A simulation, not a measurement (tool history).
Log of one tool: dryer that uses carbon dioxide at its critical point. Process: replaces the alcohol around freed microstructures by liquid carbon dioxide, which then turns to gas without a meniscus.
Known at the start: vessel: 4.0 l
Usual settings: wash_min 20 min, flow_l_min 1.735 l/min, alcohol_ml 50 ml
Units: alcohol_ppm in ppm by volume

| run | hour | wash_min | flow_l_min | alcohol_ml | alcohol_ppm |
|---|---|---|---|---|---|
| 1 | 0.0 | 20 | 1.735 | 50 | 15 |
| 2 | 42.2 | 20 | 1.735 | 50 | 20 |
| 3 | 82.1 | 20 | 1.735 | 50 | 20 |
| 4 | 131.4 | 20 | 1.735 | 50 | 29 |
|  | 155.6 | inlet filter changed |
| 5 | 155.6 | 20 | 1.735 | 50 | 20 |
| 6 | 195.6 | 20 | 1.735 | 50 | 18 |
| 7 | 227.4 | 20 | 1.735 | 50 | 13 |
| 8 | 273.6 | 20 | 1.735 | 50 | 20 |
| 9 | 307.5 | 20 | 1.735 | 79 | 19 |
| 10 | 340.0 | 13 | 1.180 | 38 | 395 |
| 11 | 395.7 | 20 | 2.530 | 63 | 20 |
| 12 | 423.3 | 20 | 1.080 | 22 | 93 |
| 13 | 447.2 | 21 | 2.080 | 22 | 33 |
| 14 | 495.8 | 21 | 2.080 | 40 | 26 |
| 15 | 521.4 | 21 | 2.080 | 40 | 34 |
| 16 | 564.8 | 12 | 1.180 | 89 | 1405 |
| 17 | 609.2 | 18 | 1.735 | 50 | 56 |

3 ways to go on from here, each from the tool as it stands after run 17. What would each give?
| A | 652.6 | 18 | 1.650 | 29 | ? |
| B | 652.6 | 20 | 1.735 | 33 | ? |
| C | 652.6 | 17 | 1.390 | 50 | ? |

| run | alcohol_ppm |
|---|---|
| A | 60 |
| B | 56 |
| C | 155 |
Without the tool's hidden state the same runs would have given:
| run | alcohol_ppm |
|---|---|
| A | 18 |
| B | 21 |
| C | 63 |
